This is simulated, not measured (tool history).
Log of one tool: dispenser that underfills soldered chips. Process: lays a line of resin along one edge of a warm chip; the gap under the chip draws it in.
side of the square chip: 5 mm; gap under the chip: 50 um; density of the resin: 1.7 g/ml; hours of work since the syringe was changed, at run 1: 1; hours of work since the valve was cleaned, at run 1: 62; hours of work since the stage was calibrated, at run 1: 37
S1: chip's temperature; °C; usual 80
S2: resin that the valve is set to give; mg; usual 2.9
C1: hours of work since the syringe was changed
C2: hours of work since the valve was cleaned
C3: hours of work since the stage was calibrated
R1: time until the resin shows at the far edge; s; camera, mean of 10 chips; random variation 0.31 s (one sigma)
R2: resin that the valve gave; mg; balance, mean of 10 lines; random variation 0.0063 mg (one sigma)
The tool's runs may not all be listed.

run,hour,S1,S2,C1,C2,C3,R1,R2
1,0,80,2.9,1,62,37,9.2,2.835
2,4.2,80,2.58,4,65,40,12,2.53
# hour 7.9: new syringe of resin
3,11.3,80,3.69,2,69,44,10.1,3.614
# hour 17.7: new syringe of resin
4,18.4,80,2.9,0,73,48,9.4,2.827
5,24.4,80,2.9,4,77,52,11.8,2.813
# hour 27: new syringe of resin
6,32.2,80,2.9,3,82,57,11.3,2.817
# hour 34.3: dispensing valve cleaned and set on the balance
# hour 37.3: new syringe of resin
7,39.9,94,2.9,2,3,61,6.3,2.885
8,44.3,94,2.9,4,6,63,7.1,2.881

Run 9 comes next. What will it give?
# hour 47.2: new syringe of resin
9,49.4,71,3.14,1,9,66,?,?

R1: 14 s
R2: 3.108 mg
Without the tool's hidden state the same run would have given R1 12.6 s, R2 3.129 mg.

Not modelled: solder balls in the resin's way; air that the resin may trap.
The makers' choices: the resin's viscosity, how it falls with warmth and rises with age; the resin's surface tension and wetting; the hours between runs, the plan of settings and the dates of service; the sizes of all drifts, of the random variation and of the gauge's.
